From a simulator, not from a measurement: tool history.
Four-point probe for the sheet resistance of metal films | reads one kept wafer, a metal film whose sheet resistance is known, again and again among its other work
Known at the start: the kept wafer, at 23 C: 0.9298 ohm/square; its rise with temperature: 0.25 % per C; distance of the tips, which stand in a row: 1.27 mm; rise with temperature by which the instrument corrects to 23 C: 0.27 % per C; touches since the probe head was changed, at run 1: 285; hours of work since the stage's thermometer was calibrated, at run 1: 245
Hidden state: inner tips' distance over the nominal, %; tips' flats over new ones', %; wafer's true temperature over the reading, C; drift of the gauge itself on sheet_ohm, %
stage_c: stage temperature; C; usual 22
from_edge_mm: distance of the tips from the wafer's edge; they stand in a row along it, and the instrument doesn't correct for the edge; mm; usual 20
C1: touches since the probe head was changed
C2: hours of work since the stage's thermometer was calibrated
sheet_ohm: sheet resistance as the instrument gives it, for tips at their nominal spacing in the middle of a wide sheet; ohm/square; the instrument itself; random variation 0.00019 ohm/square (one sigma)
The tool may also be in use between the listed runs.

run 1 hour=0 | stage_c=22 from_edge_mm=20 | C1=285 C2=245 | sheet_ohm=0.932326
run 2 hour=10.9 | stage_c=22 from_edge_mm=20 | C1=745 C2=253 | sheet_ohm=0.931395
run 3 hour=22.2 | stage_c=22 from_edge_mm=20 | C1=1221 C2=262 | sheet_ohm=0.932138
run 4 hour=32.7 | stage_c=19 from_edge_mm=20 | C1=1666 C2=270 | sheet_ohm=0.932462
run 5 hour=46.5 | stage_c=19 from_edge_mm=20 | C1=2248 C2=281 | sheet_ohm=0.932184
run 6 hour=60.3 | stage_c=22 from_edge_mm=45 | C1=2829 C2=291 | sheet_ohm=0.930653
run 7 hour=68 | stage_c=31 from_edge_mm=20 | C1=3156 C2=297 | sheet_ohm=0.930947
run 8 hour=82.2 | stage_c=22 from_edge_mm=20 | C1=3752 C2=308 | sheet_ohm=0.932106
run 9 hour=95.2 | stage_c=21 from_edge_mm=13 | C1=4301 C2=318 | sheet_ohm=0.934825
run 10 hour=108.4 | stage_c=22 from_edge_mm=46 | C1=4861 C2=328 | sheet_ohm=0.930336
run 11 hour=121.5 | stage_c=24 from_edge_mm=13 | C1=5413 C2=338 | sheet_ohm=0.934722
run 12 hour=137.2 | stage_c=24 from_edge_mm=13 | C1=6073 C2=351 | sheet_ohm=0.934111
run 13 hour=144.8 | stage_c=24 from_edge_mm=13 | C1=6394 C2=356 | sheet_ohm=0.934772
run 14 hour=156.1 | stage_c=19 from_edge_mm=20 | C1=6872 C2=365 | sheet_ohm=0.932168
run 15 hour=166 | stage_c=19 from_edge_mm=20 | C1=7289 C2=373 | sheet_ohm=0.932245
run 16 hour=174.6 | stage_c=19 from_edge_mm=20 | C1=7652 C2=379 | sheet_ohm=0.932499

Forecast each of these 5 alternatives for the next run:
run A hour=187.2 | stage_c=20 from_edge_mm=10 | C1=8183 C2=389 | sheet_ohm=?
run B hour=187.2 | stage_c=25 from_edge_mm=17 | C1=8183 C2=389 | sheet_ohm=?
run C hour=187.2 | stage_c=20 from_edge_mm=20 | C1=8183 C2=389 | sheet_ohm=?
run D hour=187.2 | stage_c=22 from_edge_mm=8 | C1=8183 C2=389 | sheet_ohm=?
run E hour=187.2 | stage_c=26 from_edge_mm=10 | C1=8183 C2=389 | sheet_ohm=?

run=A sheet_ohm=0.938435
run=B sheet_ohm=0.932325
run=C sheet_ohm=0.932286
run=D sheet_ohm=0.942371
run=E sheet_ohm=0.937623
Without the tool's hidden state the same runs would have given:
run=A sheet_ohm=0.938412
run=B sheet_ohm=0.932303
run=C sheet_ohm=0.932264
run=D sheet_ohm=0.942349
run=E sheet_ohm=0.937601
